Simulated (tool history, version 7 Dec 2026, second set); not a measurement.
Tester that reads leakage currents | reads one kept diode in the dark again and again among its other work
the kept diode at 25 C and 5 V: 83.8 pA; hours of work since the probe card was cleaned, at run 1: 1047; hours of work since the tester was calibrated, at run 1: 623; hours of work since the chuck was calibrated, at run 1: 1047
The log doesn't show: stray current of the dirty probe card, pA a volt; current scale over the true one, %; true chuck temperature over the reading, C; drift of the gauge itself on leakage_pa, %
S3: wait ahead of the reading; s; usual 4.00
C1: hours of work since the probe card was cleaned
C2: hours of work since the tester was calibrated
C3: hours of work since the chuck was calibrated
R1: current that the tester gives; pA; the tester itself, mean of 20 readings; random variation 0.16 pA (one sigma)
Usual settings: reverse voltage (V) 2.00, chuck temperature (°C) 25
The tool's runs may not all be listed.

Run 1, day 0.000: usual settings; C1 1047; C2 623; C3 1047. Result: R1 54.20 pA.
Run 2, day 2.371: usual settings; C1 1075; C2 651; C3 1075. Result: R1 54.11 pA.
Run 3, day 5.042: usual settings; C1 1107; C2 683; C3 1107. Result: R1 54.15 pA.
Run 4, day 8.975: usual settings; C1 1153; C2 729; C3 1153. Result: R1 54.41 pA.
Run 5, day 12.221: usual settings; C1 1192; C2 768; C3 1192. Result: R1 54.57 pA.
Run 6, day 13.908: usual settings; C1 1212; C2 788; C3 1212. Result: R1 54.59 pA.
Run 7, day 16.288: usual settings but chuck temperature (°C) 38; C1 1241; C2 816; C3 1241. Result: R1 157.63 pA.
Run 8, day 19.917: usual settings but chuck temperature (°C) 38; C1 1284; C2 860; C3 1284. Result: R1 158.30 pA.
Run 9, day 22.938: usual settings; C1 1320; C2 895; C3 1320. Result: R1 54.91 pA.
Run 10, day 25.333: usual settings; C1 1348; C2 924; C3 1348. Result: R1 55.15 pA.
Run 11, day 29.088: usual settings; C1 1393; C2 969; C3 1393. Result: R1 55.44 pA.
Run 12, day 32.067: usual settings; C1 1428; C2 1004; C3 1428. Result: R1 55.62 pA.
Run 13, day 34.392: usual settings; C1 1456; C2 1032; C3 1456. Result: R1 55.48 pA.
Run 14, day 38.138: usual settings but S3 1.69 s; C1 1501; C2 1076; C3 1501. Result: R1 55.92 pA.
Run 15, day 40.350: usual settings but S3 1.69 s; C1 1527; C2 1103; C3 1527. Result: R1 55.77 pA.
Run 16, day 42.179: usual settings but S3 1.69 s; C1 1549; C2 1124; C3 1549. Result: R1 56.01 pA.
Run 17, day 43.904: usual settings but S3 1.69 s; C1 1569; C2 1145; C3 1569. Result: R1 56.02 pA.
Run 18, day 47.400: usual settings but S3 1.69 s; C1 1611; C2 1187; C3 1611. Result: R1 56.42 pA.
Run 19, day 50.996: usual settings but chuck temperature (°C) 42, S3 1.55 s; C1 1654; C2 1229; C3 1654. Result: R1 220.64 pA.
Run 20, day 53.342: usual settings but reverse voltage (V) 13.41, chuck temperature (°C) 42; C1 1681; C2 1257; C3 1681. Result: R1 651.83 pA.
Run 21, day 57.183: usual settings but S3 9.94 s; C1 1727; C2 1303; C3 1727. Result: R1 56.71 pA.
Run 22, day 60.725: usual settings but reverse voltage (V) 17.14, chuck temperature (°C) 53, S3 9.94 s; C1 1769; C2 1345; C3 1769. Result: R1 1691.26 pA.
Run 23, day 63.804: usual settings but reverse voltage (V) 1.17, chuck temperature (°C) 28, S3 3.47 s; C1 1806; C2 1382; C3 1806. Result: R1 53.39 pA.
Run 24, day 67.512: usual settings but reverse voltage (V) 3.75, chuck temperature (°C) 36, S3 0.96 s; C1 1850; C2 1426; C3 1850. Result: R1 200.11 pA.
Run 25, day 69.475: usual settings but chuck temperature (°C) 26; C1 1873; C2 1449; C3 1873. Result: R1 61.85 pA.
Run 26, day 72.396: usual settings but chuck temperature (°C) 26; C1 1908; C2 1484; C3 1908. Result: R1 62.45 pA.
Run 27, day 74.779: usual settings but chuck temperature (°C) 26; C1 1937; C2 1512; C3 1937. Result: R1 62.10 pA.
At day 76.321: chuck's temperature calibrated.
Run 28, day 76.875: usual settings but chuck temperature (°C) 31, S3 0.39 s; C1 1961; C2 1536; C3 7. Result: R1 84.97 pA.
At day 80.267: probe card cleaned and baked.
Run 29, day 80.267: usual settings but reverse voltage (V) 7.91, chuck temperature (°C) 37, S3 2.82 s; C1 0; C2 1575; C3 45. Result: R1 289.10 pA.
Run 30, day 83.925: usual settings but reverse voltage (V) 7.91, chuck temperature (°C) 37, S3 2.82 s; C1 44; C2 1619; C3 89. Result: R1 288.56 pA.
Run 31, day 86.212: usual settings but reverse voltage (V) 7.91, chuck temperature (°C) 37, S3 2.82 s; C1 71; C2 1646; C3 116. Result: R1 288.97 pA.
Run 32, day 89.275: usual settings but reverse voltage (V) 7.91, chuck temperature (°C) 37, S3 2.82 s; C1 107; C2 1683; C3 153. Result: R1 290.44 pA.
Run 33, day 92.612: usual settings but reverse voltage (V) 7.91, chuck temperature (°C) 37, S3 2.82 s; C1 147; C2 1722; C3 192. Result: R1 292.01 pA.
Run 34, day 95.246: usual settings but S3 0.91 s; C1 178; C2 1754; C3 224. Result: R1 49.57 pA.
Run 35, day 97.700: usual settings but reverse voltage (V) 12.07, chuck temperature (°C) 29, S3 0.91 s; C1 208; C2 1783; C3 253. Result: R1 192.82 pA.
Run 36, day 100.629: usual settings but reverse voltage (V) 1.46, chuck temperature (°C) 33, S3 2.22 s; C1 242; C2 1818; C3 288. Result: R1 81.57 pA.

Some steps in R1 between neighbouring runs. How much of each would the tool show without its hidden state too (settings, what came in, random variation), and how much is left for the hidden state, with any gauge scatter that isn't in both results?
Run 20 -> 21: reverse voltage (V) 13.41 -> 2.00, chuck temperature (°C) 42 -> 25, S3 4.00 -> 9.94. R1 -595.12 pA: hidden state -47.64, all else -547.48.
Run 21 -> 22: reverse voltage (V) 2.00 -> 17.14, chuck temperature (°C) 25 -> 53. R1 +1634.55 pA: hidden state +109.96, all else +1524.59.
Run 22 -> 23: reverse voltage (V) 17.14 -> 1.17, chuck temperature (°C) 53 -> 28, S3 9.94 -> 3.47. R1 -1637.87 pA: hidden state -111.14, all else -1526.73.

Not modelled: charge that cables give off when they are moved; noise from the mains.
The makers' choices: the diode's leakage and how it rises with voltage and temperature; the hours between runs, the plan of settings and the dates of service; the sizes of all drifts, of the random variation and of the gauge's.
